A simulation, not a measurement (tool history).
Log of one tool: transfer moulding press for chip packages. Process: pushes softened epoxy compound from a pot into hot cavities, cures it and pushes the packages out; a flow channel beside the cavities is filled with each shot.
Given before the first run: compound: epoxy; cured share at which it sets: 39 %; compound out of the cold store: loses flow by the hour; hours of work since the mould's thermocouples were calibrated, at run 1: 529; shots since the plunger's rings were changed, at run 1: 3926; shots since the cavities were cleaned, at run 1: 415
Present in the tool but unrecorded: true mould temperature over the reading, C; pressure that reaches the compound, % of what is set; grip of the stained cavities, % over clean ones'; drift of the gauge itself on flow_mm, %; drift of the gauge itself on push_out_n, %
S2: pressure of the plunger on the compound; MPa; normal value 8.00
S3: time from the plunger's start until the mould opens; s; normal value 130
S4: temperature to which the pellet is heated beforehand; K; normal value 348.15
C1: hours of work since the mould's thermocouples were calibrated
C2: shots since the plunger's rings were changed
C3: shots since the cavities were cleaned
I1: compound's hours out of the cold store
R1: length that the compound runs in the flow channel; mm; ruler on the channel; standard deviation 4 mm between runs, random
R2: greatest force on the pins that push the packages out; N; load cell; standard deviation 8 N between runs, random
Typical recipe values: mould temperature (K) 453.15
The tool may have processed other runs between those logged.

Run 1, hour 0.0: usual settings; C1 529; C2 3926; C3 415; I1 39.8. Result: R1 872 mm, R2 477 N.
At hour 10.1: cavities cleaned with cleaning compound and waxed.
Run 2, hour 25.5: usual settings; C1 543; C2 4144; C3 140; I1 22.3. Result: R1 907 mm, R2 408 N.
Run 3, hour 51.6: usual settings but S4 340.15 K; C1 558; C2 4382; C3 378; I1 42.0. Result: R1 859 mm, R2 468 N.
At hour 63.8: plunger's sealing rings changed.
At hour 68.7: cavities cleaned with cleaning compound and waxed.
At hour 89.2: mould's thermocouples calibrated.
Run 4, hour 98.2: usual settings but mould temperature (K) 460.15, S4 340.15 K; C1 5; C2 281; C3 251; I1 13.7. Result: R1 978 mm, R2 415 N.
Run 5, hour 120.5: usual settings but mould temperature (K) 460.15, S4 349.15 K; C1 18; C2 485; C3 455; I1 30.9. Result: R1 917 mm, R2 451 N.
At hour 125.3: cavities cleaned with cleaning compound and waxed.
Run 6, hour 151.3: usual settings but mould temperature (K) 460.15, S4 349.15 K; C1 35; C2 752; C3 237; I1 21.8. Result: R1 934 mm, R2 408 N.
At hour 180.3: cavities cleaned with cleaning compound and waxed.
Run 7, hour 191.8: usual settings but mould temperature (K) 460.15, S4 349.15 K; C1 58; C2 1108; C3 105; I1 16.7. Result: R1 950 mm, R2 377 N.
Run 8, hour 225.5: usual settings but mould temperature (K) 460.15, S4 349.15 K; C1 77; C2 1415; C3 412; I1 47.5. Result: R1 864 mm, R2 457 N.
At hour 236.1: cavities cleaned with cleaning compound and waxed.
Run 9, hour 263.4: usual settings but mould temperature (K) 460.15, S4 349.15 K; C1 99; C2 1747; C3 249; I1 17.5. Result: R1 936 mm, R2 399 N.
Run 10, hour 285.5: usual settings but mould temperature (K) 460.15, S3 164 s, S4 349.15 K; C1 111; C2 1948; C3 450; I1 30.8. Result: R1 904 mm, R2 448 N.
At hour 293.5: cavities cleaned with cleaning compound and waxed.
Run 11, hour 318.3: usual settings but mould temperature (K) 460.15, S3 164 s, S4 349.15 K; C1 130; C2 2233; C3 226; I1 22.9. Result: R1 917 mm, R2 399 N.
Run 12, hour 344.4: usual settings but mould temperature (K) 460.15, S3 164 s, S4 349.15 K; C1 145; C2 2472; C3 465; I1 36.9. Result: R1 874 mm, R2 436 N.
At hour 351.5: cavities cleaned with cleaning compound and waxed.
Run 13, hour 382.8: usual settings but mould temperature (K) 460.15, S3 164 s, S4 349.15 K; C1 166; C2 2808; C3 286; I1 21.9. Result: R1 910 mm, R2 420 N.
At hour 408.1: cavities cleaned with cleaning compound and waxed.
Run 14, hour 424.9: usual settings but mould temperature (K) 460.15, S3 164 s, S4 349.15 K; C1 190; C2 3178; C3 153; I1 45.0. Result: R1 837 mm, R2 381 N.
At hour 463.7: cavities cleaned with cleaning compound and waxed.
Run 15, hour 464.7: usual settings but mould temperature (K) 460.15, S3 164 s, S4 349.15 K; C1 212; C2 3527; C3 9; I1 43.8. Result: R1 837 mm, R2 327 N.
Run 16, hour 493.2: usual settings but mould temperature (K) 452.15, S2 8.53 MPa, S3 153 s; C1 229; C2 3787; C3 269; I1 26.2. Result: R1 947 mm, R2 430 N.
At hour 519.1: cavities cleaned with cleaning compound and waxed.
Run 17, hour 525.1: usual settings but mould temperature (K) 449.15, S2 8.53 MPa, S3 153 s, S4 342.15 K; C1 246; C2 4064; C3 55; I1 47.6. Result: R1 900 mm, R2 387 N.
Run 18, hour 547.3: usual settings but mould temperature (K) 461.15, S2 8.87 MPa, S3 162 s, S4 352.15 K; C1 259; C2 4266; C3 257; I1 37.6. Result: R1 885 mm, R2 418 N.
At hour 574.2: plunger's sealing rings changed.
At hour 577.5: cavities cleaned with cleaning compound and waxed.
Run 19, hour 583.4: usual settings but S2 8.80 MPa, S3 116 s, S4 341.15 K; C1 278; C2 71; C3 55; I1 10.8. Result: R1 1063 mm, R2 448 N.
Run 20, hour 616.5: usual settings but mould temperature (K) 454.15, S2 6.45 MPa, S3 111 s, S4 358.15 K; C1 297; C2 372; C3 356; I1 44.0. Result: R1 810 mm, R2 529 N.
At hour 634.5: cavities cleaned with cleaning compound and waxed.
Run 21, hour 651.3: usual settings but S2 6.45 MPa, S3 169 s, S4 340.15 K; C1 316; C2 676; C3 154; I1 11.4. Result: R1 902 mm, R2 395 N.
At hour 690.0: cavities cleaned with cleaning compound and waxed.
Run 22, hour 690.6: usual settings but mould temperature (K) 452.15, S4 354.15 K; C1 338; C2 1020; C3 5; I1 21.8. Result: R1 972 mm, R2 372 N.
Run 23, hour 730.9: usual settings but mould temperature (K) 446.15, S2 8.93 MPa; C1 362; C2 1388; C3 373; I1 26.3. Result: R1 1036 mm, R2 629 N.
At hour 747.0: cavities cleaned with cleaning compound and waxed.
Run 24, hour 755.2: usual settings but S2 8.64 MPa, S3 127 s, S4 350.15 K; C1 375; C2 1596; C3 75; I1 23.0. Result: R1 984 mm, R2 406 N.
Run 25, hour 785.0: usual settings but mould temperature (K) 445.15, S2 7.35 MPa, S3 166 s, S4 355.15 K; C1 392; C2 1867; C3 346; I1 15.7. Result: R1 973 mm, R2 480 N.
At hour 802.0: cavities cleaned with cleaning compound and waxed.
Run 26, hour 809.5: usual settings but mould temperature (K) 452.15; C1 406; C2 2077; C3 68; I1 18.1. Result: R1 964 mm, R2 401 N.
Run 27, hour 839.4: usual settings but mould temperature (K) 452.15, S2 7.55 MPa, S3 134 s, S4 346.15 K; C1 423; C2 2349; C3 340; I1 26.1. Result: R1 907 mm, R2 455 N.

Below, some changes in R1 between adjacent runs. For each, the amount present without the hidden state too (settings, incoming material, random variation) and the amount remaining for the hidden state with gauge scatter not shared by both compared results:
Run 3 -> 4: mould temperature (K) 453.15 -> 460.15, plunger's sealing rings changed, cavities cleaned with cleaning compound and waxed, mould's thermocouples calibrated. R1 +119 mm: hidden state +66, all else +53.
Run 18 -> 19: mould temperature (K) 461.15 -> 453.15, S2 8.87 -> 8.80, S3 162 -> 116, S4 352.15 -> 341.15, plunger's sealing rings changed, cavities cleaned with cleaning compound and waxed. R1 +178 mm: hidden state +62, all else +116.
Run 19 -> 20: mould temperature (K) 453.15 -> 454.15, S2 8.80 -> 6.45, S3 116 -> 111, S4 341.15 -> 358.15. R1 -253 mm: hidden state -3, all else -250.
